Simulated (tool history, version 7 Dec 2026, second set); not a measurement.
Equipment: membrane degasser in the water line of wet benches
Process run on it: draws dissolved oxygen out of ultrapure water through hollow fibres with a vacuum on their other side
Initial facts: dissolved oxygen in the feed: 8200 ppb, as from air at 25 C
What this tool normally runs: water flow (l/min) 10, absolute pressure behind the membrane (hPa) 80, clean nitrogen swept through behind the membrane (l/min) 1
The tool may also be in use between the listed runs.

run	hour	water flow (l/min)	absolute pressure behind the membrane (hPa)	clean nitrogen swept through behind the membrane (l/min)	dissolved oxygen in the water behind the degasser (ppb)	pressure that the water loses in the fibres (hPa)
1	0	10	80	1	119.9	371
2	101.6	10	80	1	117.3	370.5
3	195.6	10	80	1	116.6	372
4	246.9	11	80	1	129	411.4
5	319.6	16	80	1	211.5	600
6	415.7	10	80	0.95	121	374.9
7	506.8	10	80	0.95	120.4	374.3
8	602.4	10	80	0.95	121.3	369.8
9	670.4	10	80	0.95	120.7	370.6
10	771.1	10	80	0.95	121.7	371.3
11	872.6	10	80	0.95	123	368.7
12	984.8	10	80	0.95	122.6	370.4
13	1063.5	10	80	0.95	120.6	371.2
14	1181.7	10	83.9	0.95	131.1	373.1
15	1297.1	6	167.7	2.15	93.7	222.9
16	1413.9	7	154.5	1.46	143.3	259
# hour 1486.7: vacuum gauge calibrated
17	1490	7	154.5	1.46	139.9	256.7
18	1565.5	8	154.5	0.55	397.1	294.5
19	1680.2	8	118.9	0.55	285.4	292
20	1740.3	8	118.9	0.55	278.7	293.8
21	1816.7	12	128	0.55	450.9	441.8
22	1898.8	12	91.6	2.55	79.1	442.5
23	2016.4	6	59.6	1	40.4	221.8
24	2067.4	8	155.2	1	232.8	293.5
25	2125.9	8	87.7	1.26	84.8	295.4
26	2177.1	12	83.9	1	152.7	436.1
27	2245.3	12	83.9	1	154.2	439.7

Consider 4 possible next runs. They are alternatives, not a sequence: every one starts from the tool as it was left by run 27. What does each give?
A	2341.4	12	59.2	1	?	?
B	2341.4	10	80	1	?	?
C	2341.4	9	50.2	0.62	?	?
D	2341.4	12	58.2	1.65	?	?

run	dissolved oxygen in the water behind the degasser (ppb)	pressure that the water loses in the fibres (hPa)
A	84.9	440.3
B	116.9	367.2
C	63	332
D	56.1	439.5
Stripped of hidden state, with their random variation kept, the same runs would have yielded:
run	dissolved oxygen in the water behind the degasser (ppb)	pressure that the water loses in the fibres (hPa)
A	84.7	448.6
B	116.7	374.1
C	62.8	338.3
D	56	447.9
